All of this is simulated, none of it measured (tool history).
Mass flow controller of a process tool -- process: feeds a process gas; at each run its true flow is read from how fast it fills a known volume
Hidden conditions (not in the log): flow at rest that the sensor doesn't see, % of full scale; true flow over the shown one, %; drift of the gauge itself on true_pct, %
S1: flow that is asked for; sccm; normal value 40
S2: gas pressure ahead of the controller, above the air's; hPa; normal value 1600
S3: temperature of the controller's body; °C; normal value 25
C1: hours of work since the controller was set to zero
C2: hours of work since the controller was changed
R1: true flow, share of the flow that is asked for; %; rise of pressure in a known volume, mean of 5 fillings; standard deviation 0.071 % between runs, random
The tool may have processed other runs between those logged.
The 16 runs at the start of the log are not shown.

{"run": 17, "hour": 1920.0, "S1": 40, "S2": 1600, "S3": 23, "C1": 4474, "C2": 4474, "R1": 98.33}
{"run": 18, "hour": 2094.1, "S1": 6, "S2": 1770, "S3": 25, "C1": 4586, "C2": 4586, "R1": 97.22}
{"run": 19, "hour": 2251.4, "S1": 6, "S2": 1540, "S3": 34, "C1": 4687, "C2": 4687, "R1": 96.48}
{"run": 20, "hour": 2372.8, "S1": 20, "S2": 1950, "S3": 34, "C1": 4764, "C2": 4764, "R1": 97.07}
{"run": 21, "hour": 2463.5, "S1": 34, "S2": 2610, "S3": 37, "C1": 4822, "C2": 4822, "R1": 97.76}
{"run": 22, "hour": 2577.3, "S1": 14, "S2": 2610, "S3": 23, "C1": 4895, "C2": 4895, "R1": 97.74}
{"run": 23, "hour": 2735.0, "S1": 43, "S2": 1980, "S3": 30, "C1": 4996, "C2": 4996, "R1": 97.89}
{"run": 24, "hour": 2905.7, "S1": 40, "S2": 1690, "S3": 25, "C1": 5105, "C2": 5105, "R1": 97.7}
{"run": 25, "hour": 3024.7, "S1": 35, "S2": 2740, "S3": 20, "C1": 5182, "C2": 5182, "R1": 98.23}
{"run": 26, "hour": 3148.0, "S1": 25, "S2": 1600, "S3": 37, "C1": 5260, "C2": 5260, "R1": 96.49}
{"run": 27, "hour": 3314.4, "S1": 6, "S2": 1600, "S3": 26, "C1": 5367, "C2": 5367, "R1": 96.32}
{"run": 28, "hour": 3419.4, "S1": 12, "S2": 1860, "S3": 37, "C1": 5434, "C2": 5434, "R1": 96.03}
{"run": 29, "hour": 3504.4, "S1": 12, "S2": 1860, "S3": 37, "C1": 5489, "C2": 5489, "R1": 96.14}
{"run": 30, "hour": 3610.9, "S1": 12, "S2": 1860, "S3": 37, "C1": 5557, "C2": 5557, "R1": 95.91}
{"run": 31, "hour": 3693.3, "S1": 21, "S2": 1420, "S3": 32, "C1": 5610, "C2": 5610, "R1": 96.14}
{"run": 32, "hour": 3813.2, "S1": 40, "S2": 1600, "S3": 25, "C1": 5686, "C2": 5686, "R1": 97.1}
{"run": 33, "hour": 3935.5, "S1": 40, "S2": 1600, "S3": 25, "C1": 5765, "C2": 5765, "R1": 97.1}

Run 34 is up next; what results do you expect?
{"run": 34, "hour": 4007.4, "S1": 40, "S2": 1600, "S3": 25, "C1": 5811, "C2": 5811, "R1": "?"}

{"run 34": {"R1": 96.88}}
Minus the tool's unlogged condition, the same run would have read R1 99.34 %.
